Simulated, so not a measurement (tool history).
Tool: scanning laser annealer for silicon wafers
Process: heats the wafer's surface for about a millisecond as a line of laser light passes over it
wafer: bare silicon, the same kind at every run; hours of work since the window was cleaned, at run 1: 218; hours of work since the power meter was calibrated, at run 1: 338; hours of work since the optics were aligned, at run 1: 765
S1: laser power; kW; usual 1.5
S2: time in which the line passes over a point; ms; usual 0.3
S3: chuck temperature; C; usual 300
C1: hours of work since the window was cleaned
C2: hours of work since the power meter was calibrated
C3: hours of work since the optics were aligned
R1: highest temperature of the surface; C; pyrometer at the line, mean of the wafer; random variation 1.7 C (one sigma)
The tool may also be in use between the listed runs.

run   hour     S1     S2   S3   C1   C2    C3    R1
  1      0    1.5    0.3  300  218  338   765  1034
  2    7.1  1.347    0.3  300  223  343   770   953
  3   18.2  1.347    0.3  300  230  350   778   950
  4   25.9  1.347    0.3  300  236  356   783   953
  5   36.7  1.614    0.3  300  243  363   790  1093
  6   42.5  1.614    0.3  314  247  367   794  1107
  7     55  1.614    0.3  314  255  375   803  1104
  8   62.1  1.614    0.3  314  260  380   807  1105
  9   73.4  1.614    0.3  314  268  388   815  1106
 10   82.7    1.5    0.3  300  274  394   821  1030
 11   94.4    1.5    0.3  300  282  402   829  1032
 12    108    1.5    0.3  300  291  411   838  1030
 13  119.5    1.5    0.3  300  299  419   846  1032
 14  132.5  1.442    0.3  300  308  428   855  1002
 15    139  1.584    0.3  300  312  432   859  1072
 16  150.8  1.584    0.3  300  320  440   867  1072
 17  159.2  1.584    0.3  300  326  446   873  1073
 18  170.5    1.5    0.3  300  333  453   881  1027
 19  176.8    1.5    0.3  300  337  457   885  1028
 20  188.3    1.5    0.3  300  345  465   893  1029
 21  202.5    1.5    0.3  300  355  475   902  1032
 22    211   1.46    0.3  300  360  481   908  1006
 23  222.9  1.621    0.3  300  369  489   916  1090
 24    235  1.528    0.3  314  377  497   924  1060
 25  241.2  1.649  0.265  283  381  501   928  1046
 26    254  1.649  0.265  283  390  510   937  1047
 27  268.1  1.649  0.265  283  399  519   947  1047
 28  276.5  1.649  0.265  283  405  525   952  1046
 29  283.3    1.5  0.232  300  409  529   957   952
 30  295.9    1.5  0.256  300  418  538   965   981
 31  302.5  1.647  0.211  280  422  542   970   971
 32  312.2  1.647  0.211  291  429  549   976   977
 33  321.7  1.647  0.211  291  435  555   983   978
 34  328.4  1.394   0.22  323  440  560   987   908
 35  341.5  1.394   0.22  323  449  569   996   908
 36  347.5  1.394   0.22  323  453  573  1000   909
 37  355.6  1.394   0.22  323  458  578  1006   908
 38  365.5  1.394   0.29  281  465  585  1012   940
 39  374.4  1.394   0.29  281  471  591  1018   941
 40  380.6  1.345  0.236  270  475  595  1022   850
 41  389.6  1.568    0.3  300  481  601  1029  1061
 42  403.3  1.568    0.3  300  490  610  1038  1058

Hidden state or all else? Some run-to-run changes of R1, split into what the settings, what came in and random variation would give without the hidden state, and what is left for the hidden state (with any gauge scatter that isn't in both results):
The hidden state here: light that passes the window, % of a clean one's; laser's true power over the reading, %; width of the line over the set one, %; drift of the gauge itself on peak_c, C.
Run 4 -> 5: S1 1.347 -> 1.614. R1 +140 C: hidden state -3, all else +143.
Run 28 -> 29: S1 1.649 -> 1.5, S2 0.265 -> 0.232, S3 283 -> 300. R1 -94 C: hidden state +4, all else -98.
Run 40 -> 41: S1 1.345 -> 1.568, S2 0.236 -> 0.3, S3 270 -> 300. R1 +211 C: hidden state -5, all else +216.

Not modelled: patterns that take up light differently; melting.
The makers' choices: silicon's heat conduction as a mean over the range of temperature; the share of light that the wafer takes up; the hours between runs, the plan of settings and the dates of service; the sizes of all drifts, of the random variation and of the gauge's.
